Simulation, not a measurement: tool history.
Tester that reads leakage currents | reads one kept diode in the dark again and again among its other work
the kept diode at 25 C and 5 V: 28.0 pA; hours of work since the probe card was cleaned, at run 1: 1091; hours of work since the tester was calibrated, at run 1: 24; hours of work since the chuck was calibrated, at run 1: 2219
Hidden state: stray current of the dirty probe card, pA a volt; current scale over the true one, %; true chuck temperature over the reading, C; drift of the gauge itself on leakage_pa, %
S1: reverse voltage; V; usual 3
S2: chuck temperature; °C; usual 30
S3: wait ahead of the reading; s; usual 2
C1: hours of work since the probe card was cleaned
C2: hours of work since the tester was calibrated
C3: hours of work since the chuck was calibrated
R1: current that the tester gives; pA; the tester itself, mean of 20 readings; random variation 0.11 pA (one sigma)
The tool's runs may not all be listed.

Run 1, hour 0: usual settings; C1 1091; C2 24; C3 2219. Result: R1 36.94 pA.
Run 2, hour 40.6: usual settings; C1 1107; C2 40; C3 2235. Result: R1 37.13 pA.
Run 3, hour 63.3: usual settings; C1 1116; C2 50; C3 2245. Result: R1 37.09 pA.
Run 4, hour 96.5: usual settings but S1 9.27 V; C1 1130; C2 63; C3 2258. Result: R1 81.54 pA.
Run 5, hour 128.7: usual settings but S2 34 °C; C1 1143; C2 76; C3 2271. Result: R1 47.7 pA.
Run 6, hour 169.1: usual settings but S2 34 °C; C1 1160; C2 93; C3 2288. Result: R1 48.02 pA.
Run 7, hour 222.7: usual settings but S2 20 °C; C1 1181; C2 115; C3 2310. Result: R1 21.12 pA.
Run 8, hour 248.1: usual settings but S2 20 °C; C1 1192; C2 125; C3 2320. Result: R1 21.23 pA.
At hour 258.7: probe card cleaned and baked.
Run 9, hour 297.2: usual settings but S2 20 °C; C1 16; C2 144; C3 2339. Result: R1 13.42 pA.
Run 10, hour 339.1: usual settings but S2 20 °C; C1 33; C2 161; C3 2356. Result: R1 13.58 pA.
Run 11, hour 370.1: usual settings but S2 20 °C, S3 1.68 s; C1 46; C2 174; C3 2369. Result: R1 13.63 pA.
Run 12, hour 396.4: usual settings but S2 20 °C, S3 1.68 s; C1 56; C2 184; C3 2380. Result: R1 13.68 pA.
Run 13, hour 424.4: usual settings but S1 18.97 V, S2 20 °C, S3 1.68 s; C1 68; C2 196; C3 2391. Result: R1 44.96 pA.
Run 14, hour 451.8: usual settings but S1 18.97 V, S2 20 °C, S3 1.68 s; C1 79; C2 207; C3 2402. Result: R1 45.34 pA.
Run 15, hour 479.6: usual settings but S2 51 °C; C1 90; C2 218; C3 2414. Result: R1 139.7 pA.
Run 16, hour 508.5: usual settings; C1 102; C2 230; C3 2425. Result: R1 30.13 pA.
Run 17, hour 559.4: usual settings; C1 123; C2 251; C3 2446. Result: R1 30.1 pA.

Run 18 comes next. What will it give?
Run 18, hour 591.2: usual settings but S2 57 °C, S3 3.26 s; C1 136; C2 264; C3 2459. Result: R1 ?.

R1: 207.75 pA
Without the tool's hidden state the same run would have given R1 220 pA.

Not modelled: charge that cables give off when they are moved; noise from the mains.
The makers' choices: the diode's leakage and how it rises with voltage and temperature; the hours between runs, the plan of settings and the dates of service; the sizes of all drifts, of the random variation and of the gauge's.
